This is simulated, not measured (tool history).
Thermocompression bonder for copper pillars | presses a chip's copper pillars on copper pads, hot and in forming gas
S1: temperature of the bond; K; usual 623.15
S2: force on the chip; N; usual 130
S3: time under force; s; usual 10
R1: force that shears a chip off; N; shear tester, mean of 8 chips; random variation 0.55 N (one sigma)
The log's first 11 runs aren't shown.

run,hour,S1,S2,S3,R1
12,194.2,623.15,162,10,87.3
13,211.1,623.15,162,10,86.9
14,227.9,616.15,130,10,74.8
15,239.4,616.15,130,10,74.1
16,252.2,623.15,94,10,65.2
17,273.9,623.15,94,10,64.4
# hour 283.1: forming gas filter changed
18,294.1,623.15,94,10,65.2
19,306.4,623.15,118,23,91.4
20,331.6,629.15,130,6,70.6
21,356.7,623.15,95,10,64.8
22,381.9,642.15,108,7,73.7
23,399.9,614.15,174,21,100.0
24,416.0,622.15,130,8,72.9
25,434.6,623.15,130,7,70.7
26,447.6,623.15,94,22,81.8
27,467.8,623.15,190,22,106.1
28,479.3,630.15,180,5,80.9
29,493.2,651.15,113,5,71.4
30,515.4,651.15,113,5,71.7
31,530.4,640.15,130,8,81.9
32,547.7,616.15,95,15,69.6
33,565.6,616.15,95,15,69.6
34,575.9,623.15,118,10,74.2
35,586.4,623.15,118,10,73.1
36,601.2,623.15,83,19,73.0

3 ways to go on from here, each from the tool as it stands after run 36. What would each give?
A,618.5,632.15,83,19,?
B,618.5,623.15,98,8,?
C,618.5,639.15,174,12,?

run,R1
A,78.1
B,60.5
C,101.9
Without the tool's hidden state the same runs would have given:
run,R1
A,78.3
B,60.7
C,102.1

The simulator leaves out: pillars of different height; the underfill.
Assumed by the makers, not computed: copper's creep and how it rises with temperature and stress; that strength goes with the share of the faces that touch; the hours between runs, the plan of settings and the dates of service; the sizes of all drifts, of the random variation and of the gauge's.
